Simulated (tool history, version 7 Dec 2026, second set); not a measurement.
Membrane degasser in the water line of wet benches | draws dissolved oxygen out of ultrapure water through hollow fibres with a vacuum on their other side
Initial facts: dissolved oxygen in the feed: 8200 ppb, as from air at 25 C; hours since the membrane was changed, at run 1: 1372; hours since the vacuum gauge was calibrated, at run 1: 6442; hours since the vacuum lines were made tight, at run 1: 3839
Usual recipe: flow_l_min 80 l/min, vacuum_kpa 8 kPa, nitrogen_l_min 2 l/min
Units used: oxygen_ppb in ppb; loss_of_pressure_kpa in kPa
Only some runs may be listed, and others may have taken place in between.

| run | hour | flow_l_min | vacuum_kpa | nitrogen_l_min | hours since the membrane was changed | hours since the vacuum gauge was calibrated | hours since the vacuum lines were made tight | oxygen_ppb | loss_of_pressure_kpa |
|---|---|---|---|---|---|---|---|---|---|
| 1 | 0 | 80 | 8 | 2 | 1372 | 6442 | 3839 | 466.4 | 68.65 |
| 2 | 48 | 80 | 8 | 2 | 1420 | 6490 | 3887 | 466.4 | 68.14 |
| 3 | 116.1 | 80 | 15.25 | 2 | 1488 | 6558 | 3955 | 973.5 | 68.21 |
| 4 | 157.2 | 80 | 16.08 | 2 | 1529 | 6599 | 3996 | 1020.1 | 68.28 |
| 5 | 201.3 | 80 | 8 | 2 | 1573 | 6643 | 4041 | 468.3 | 68.79 |
| 6 | 254.7 | 80 | 8 | 2 | 1626 | 6696 | 4094 | 470.2 | 68.67 |
| 7 | 291.7 | 80 | 8 | 2 | 1663 | 6734 | 4131 | 469.2 | 68.61 |
| 8 | 322.4 | 80 | 8 | 4.65 | 1694 | 6764 | 4162 | 271.8 | 68.33 |
| 9 | 367.1 | 80 | 8 | 4.65 | 1739 | 6809 | 4206 | 273.4 | 68.66 |
| 10 | 440.4 | 80 | 8 | 4.65 | 1812 | 6882 | 4280 | 272 | 68.63 |
| 11 | 504.2 | 80 | 8 | 4.65 | 1876 | 6946 | 4343 | 277 | 68.56 |
| 12 | 572.7 | 80 | 8 | 2 | 1944 | 7015 | 4412 | 463.9 | 68.71 |
|  | 577.4 | vacuum gauge calibrated |
| 13 | 618.8 | 80 | 8 | 2.24 | 1990 | 41 | 4457 | 439.9 | 68.28 |
| 14 | 681.5 | 80 | 8 | 2.24 | 2053 | 104 | 4520 | 437.4 | 68.82 |
| 15 | 749.6 | 80 | 8 | 2.24 | 2121 | 172 | 4588 | 440.6 | 68.45 |
| 16 | 822.7 | 80 | 8 | 2.24 | 2194 | 245 | 4661 | 437.3 | 69.16 |
| 17 | 866.8 | 49 | 8 | 4.32 | 2238 | 289 | 4705 | 166.9 | 41.84 |
| 18 | 915.2 | 102 | 12.46 | 2.83 | 2286 | 338 | 4754 | 774.8 | 87.65 |
| 19 | 964.6 | 115 | 17.83 | 1.61 | 2336 | 387 | 4803 | 1700 | 99.22 |
|  | 1018.5 | vacuum gauge calibrated, once more |
| 20 | 1028.4 | 80 | 13.64 | 4.15 | 2399 | 10 | 4867 | 509.3 | 68.87 |
| 21 | 1080.3 | 92 | 16.03 | 2.48 | 2451 | 62 | 4919 | 982.8 | 78.95 |
| 22 | 1113.6 | 115 | 12.6 | 2.64 | 2484 | 95 | 4952 | 882.1 | 99.25 |
| 23 | 1179.3 | 123 | 8 | 2 | 2550 | 161 | 5017 | 667.2 | 106.6 |
| 24 | 1211.6 | 74 | 5.18 | 2.32 | 2582 | 193 | 5050 | 204.6 | 63.53 |
|  | 1274.9 | seals of the vacuum lines changed |
| 25 | 1284.5 | 74 | 4.82 | 2 | 2653 | 264 | 10 | 195.9 | 63.47 |
| 26 | 1316.8 | 80 | 8 | 1.2 | 2685 | 296 | 42 | 616.3 | 69.15 |
| 27 | 1357.6 | 80 | 8 | 4.91 | 2726 | 337 | 83 | 262.9 | 68.85 |
| 28 | 1422.6 | 80 | 14.64 | 1.42 | 2791 | 402 | 148 | 1136.7 | 69.27 |
| 29 | 1480.2 | 80 | 14.64 | 1.42 | 2849 | 460 | 205 | 1159.3 | 69.13 |
| 30 | 1531.3 | 80 | 14.64 | 1.42 | 2900 | 511 | 256 | 1157.2 | 69.47 |
| 31 | 1593.9 | 80 | 14.64 | 1.42 | 2963 | 573 | 319 | 1137.7 | 69.13 |
| 32 | 1642.7 | 73 | 9.24 | 4.07 | 3011 | 622 | 368 | 310 | 62.87 |

A few steps of oxygen_ppb between consecutive runs. Split each: what settings, incoming material and random variation would produce without the hidden state, and what is left over for the hidden state, along with gauge scatter present in only one of the two compared results (measured, and without hidden state):
The hidden state here: membrane still open, %; true pressure behind the membrane over the reading, kPa; air that leaks in behind the membrane, l/min; drift of the gauge itself on oxygen_ppb, %; drift of the gauge itself on loss_of_pressure_kpa, %.
Run 16 -> 17: flow_l_min 80 -> 49, nitrogen_l_min 2.24 -> 4.32. oxygen_ppb -270.4 ppb: hidden state -14, all else -256.4.
Run 17 -> 18: flow_l_min 49 -> 102, vacuum_kpa 8 -> 12.46, nitrogen_l_min 4.32 -> 2.83. oxygen_ppb +607.9 ppb: hidden state +15.1, all else +592.8.
Run 18 -> 19: flow_l_min 102 -> 115, vacuum_kpa 12.46 -> 17.83, nitrogen_l_min 2.83 -> 1.61. oxygen_ppb +925.2 ppb: hidden state +5.1, all else +920.1.
Run 19 -> 20: flow_l_min 115 -> 80, vacuum_kpa 17.83 -> 13.64, nitrogen_l_min 1.61 -> 4.15, vacuum gauge calibrated, once more. oxygen_ppb -1190.7 ppb: hidden state -24.6, all else -1166.1.
Run 27 -> 28: vacuum_kpa 8 -> 14.64, nitrogen_l_min 4.91 -> 1.42. oxygen_ppb +873.8 ppb: hidden state -0.9, all else +874.7.

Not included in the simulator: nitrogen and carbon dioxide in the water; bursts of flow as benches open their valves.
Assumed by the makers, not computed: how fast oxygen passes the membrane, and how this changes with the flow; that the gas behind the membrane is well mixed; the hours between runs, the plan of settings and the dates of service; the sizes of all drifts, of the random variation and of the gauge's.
